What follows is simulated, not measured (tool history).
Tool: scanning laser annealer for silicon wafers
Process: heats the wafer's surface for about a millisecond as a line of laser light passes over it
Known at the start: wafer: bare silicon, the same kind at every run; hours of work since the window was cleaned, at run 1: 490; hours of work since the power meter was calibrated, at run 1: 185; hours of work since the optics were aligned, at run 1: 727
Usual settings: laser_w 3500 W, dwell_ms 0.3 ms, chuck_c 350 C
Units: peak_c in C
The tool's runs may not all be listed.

run   hour  laser_w  dwell_ms  chuck_c  hours of work since the window was cleaned  hours of work since the power meter was calibrated  hours of work since the optics were aligned  peak_c
  1      0     3500       0.3      350                                         490                                                 185                                          727    1072
  2   14.1     3500     0.348      350                                         499                                                 194                                          736    1134
  3   24.2     3104       0.3      350                                         506                                                 201                                          742     977
  4   45.1     3104       0.3      350                                         519                                                 214                                          755     980
  5   62.2     3104       0.3      350                                         530                                                 225                                          766     979
  6   73.1     3358       0.3      350                                         537                                                 232                                          773    1042
  7   92.6     3500       0.3      350                                         550                                                 244                                          786    1074
  8    108     3500       0.3      350                                         559                                                 254                                          796    1072
  9  125.3     3500       0.3      350                                         570                                                 265                                          807    1071
 10  137.7     3500     0.272      350                                         578                                                 273                                          815    1034
 11  158.7     3226       0.3      350                                         592                                                 287                                          828    1008
 12  176.9     3500       0.3      339                                         603                                                 298                                          840    1060
 13  193.9     3500       0.3      339                                         614                                                 309                                          851    1062
 14  209.5     3500     0.302      350                                         624                                                 319                                          861    1074
 15    223     3500     0.302      350                                         633                                                 328                                          869    1075
 16  235.6     3500     0.302      350                                         641                                                 336                                          877    1074
     238.9  -- window over the wafer cleaned
 17  249.3     3500     0.302      350                                           7                                                 343                                          885    1063
 18  261.3     3500     0.239      350                                          14                                                 351                                          892     985
 19  281.2     3500     0.239      350                                          27                                                 364                                          905     981
 20  293.8     3500     0.239      350                                          35                                                 372                                          913     979
 21    316     3384     0.375      311                                          49                                                 386                                          927    1081
       330  -- window over the wafer cleaned, once more
 22  338.8     3384     0.375      311                                           6                                                 399                                          941    1107
 23  357.8     3265     0.214      319                                          18                                                 411                                          953     885
 24  376.4     3265     0.214      319                                          30                                                 423                                          965     887
 25  393.5     3265     0.214      319                                          41                                                 434                                          976     884
 26  413.9     3845      0.36      350                                          54                                                 447                                          989    1252
 27  428.4     3845      0.36      350                                          63                                                 457                                          998    1251
 28  441.6     3470     0.281      355                                          71                                                 465                                         1006    1055
 29  460.5     3470     0.245      389                                          83                                                 477                                         1018    1042
     473.3  -- optics aligned, line set to its width
 30  482.7     3500     0.223      350                                          94                                                 488                                            6     981
 31  494.7     3500     0.326      350                                         102                                                 496                                           14    1119
 32  514.5     3500     0.326      350                                         115                                                 508                                           26    1121
 33  525.2     3500     0.326      350                                         122                                                 515                                           33    1120
 34  536.2     3330       0.3      310                                         129                                                 522                                           40    1004
 35  558.1     3330       0.3      310                                         143                                                 536                                           54    1003
 36  574.7     3258     0.235      388                                         153                                                 547                                           65     984
 37  594.4     3802     0.339      332                                         166                                                 560                                           77    1196
 38  609.6     3802     0.339      332                                         176                                                 569                                           87    1197
 39  619.3     3802     0.339      332                                         182                                                 575                                           93    1197

How the hidden state differs across the entries between the runs, from the last listed run before each to the first after it:
Between runs 16 and 17: window over the wafer cleaned (hour 238.9)
  light that passes the window, % of a clean one's: 98.31 -> 97.28; width of the line over the set one, %: 1 -> 1.01
  measured less the result without the state, peak_c: -19 -> -28 C
Between runs 21 and 22: window over the wafer cleaned, once more (hour 330)
  light that passes the window, % of a clean one's: 97.17 -> 99.93; laser's true power over the reading, %: 0.06 -> 0.07; width of the line over the set one, %: 1.06 -> 1.07
  measured less the result without the state, peak_c: -32 -> -5 C
Between runs 29 and 30: optics aligned, line set to its width (hour 473.3)
  light that passes the window, % of a clean one's: 99.73 -> 99.7; width of the line over the set one, %: 1.15 -> 0.28
  measured less the result without the state, peak_c: -6 -> -2 C
